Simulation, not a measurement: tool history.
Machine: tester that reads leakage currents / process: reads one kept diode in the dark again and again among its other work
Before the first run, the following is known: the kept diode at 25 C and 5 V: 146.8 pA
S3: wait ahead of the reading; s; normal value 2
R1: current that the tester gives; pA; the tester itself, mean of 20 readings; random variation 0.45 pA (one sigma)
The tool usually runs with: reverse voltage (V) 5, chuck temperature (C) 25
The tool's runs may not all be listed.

{"run": 1, "hour": 0.0, "reverse voltage (V)": 5, "chuck temperature (C)": 25, "S3": 2, "R1": 164}
{"run": 2, "hour": 87.9, "reverse voltage (V)": 5, "chuck temperature (C)": 25, "S3": 2, "R1": 164.65}
{"run": 3, "hour": 180.0, "reverse voltage (V)": 5, "chuck temperature (C)": 25, "S3": 2, "R1": 165.75}
{"run": 4, "hour": 309.5, "reverse voltage (V)": 5, "chuck temperature (C)": 25, "S3": 3.06, "R1": 165.65}
{"run": 5, "hour": 417.3, "reverse voltage (V)": 19.18, "chuck temperature (C)": 25, "S3": 2, "R1": 312.34}
{"hour": 461.0, "done": "probe card cleaned and baked"}
{"run": 6, "hour": 528.7, "reverse voltage (V)": 5, "chuck temperature (C)": 25, "S3": 2, "R1": 153.25}
{"run": 7, "hour": 601.2, "reverse voltage (V)": 5, "chuck temperature (C)": 25, "S3": 9.19, "R1": 154.51}
{"run": 8, "hour": 697.5, "reverse voltage (V)": 5, "chuck temperature (C)": 25, "S3": 2, "R1": 155.12}
{"run": 9, "hour": 790.9, "reverse voltage (V)": 5, "chuck temperature (C)": 30, "S3": 2, "R1": 247.08}
{"run": 10, "hour": 901.5, "reverse voltage (V)": 5, "chuck temperature (C)": 52, "S3": 2, "R1": 1596.38}
{"run": 11, "hour": 984.8, "reverse voltage (V)": 5, "chuck temperature (C)": 52, "S3": 2, "R1": 1599.13}
{"hour": 1073.0, "done": "chuck's temperature calibrated"}
{"run": 12, "hour": 1092.9, "reverse voltage (V)": 7.95, "chuck temperature (C)": 47, "S3": 3.68, "R1": 1226.19}
{"run": 13, "hour": 1152.6, "reverse voltage (V)": 12.94, "chuck temperature (C)": 24, "S3": 3.74, "R1": 200.76}
{"run": 14, "hour": 1245.7, "reverse voltage (V)": 5.86, "chuck temperature (C)": 37, "S3": 2, "R1": 468.02}
{"run": 15, "hour": 1328.3, "reverse voltage (V)": 1.73, "chuck temperature (C)": 39, "S3": 1.03, "R1": 350.98}
{"run": 16, "hour": 1460.8, "reverse voltage (V)": 1.73, "chuck temperature (C)": 39, "S3": 1.03, "R1": 350.99}
{"run": 17, "hour": 1578.1, "reverse voltage (V)": 1.73, "chuck temperature (C)": 39, "S3": 1.03, "R1": 353.99}
{"run": 18, "hour": 1638.5, "reverse voltage (V)": 4, "chuck temperature (C)": 22, "S3": 0.88, "R1": 107.77}

Forecast each of these 3 alternatives for the next run:
{"run": "A", "hour": 1698.5, "reverse voltage (V)": 5, "chuck temperature (C)": 35, "S3": 2, "R1": "?"}
{"run": "B", "hour": 1698.5, "reverse voltage (V)": 4, "chuck temperature (C)": 36, "S3": 0.88, "R1": "?"}
{"run": "C", "hour": 1698.5, "reverse voltage (V)": 1.24, "chuck temperature (C)": 39, "S3": 0.88, "R1": "?"}

run=A R1=378.69
run=B R1=379.59
run=C R1=311.41
Take away the tool's hidden state, keep each run's random variation, and the runs would have read:
run=A R1=367.77
run=B R1=369.77
run=C R1=305.62
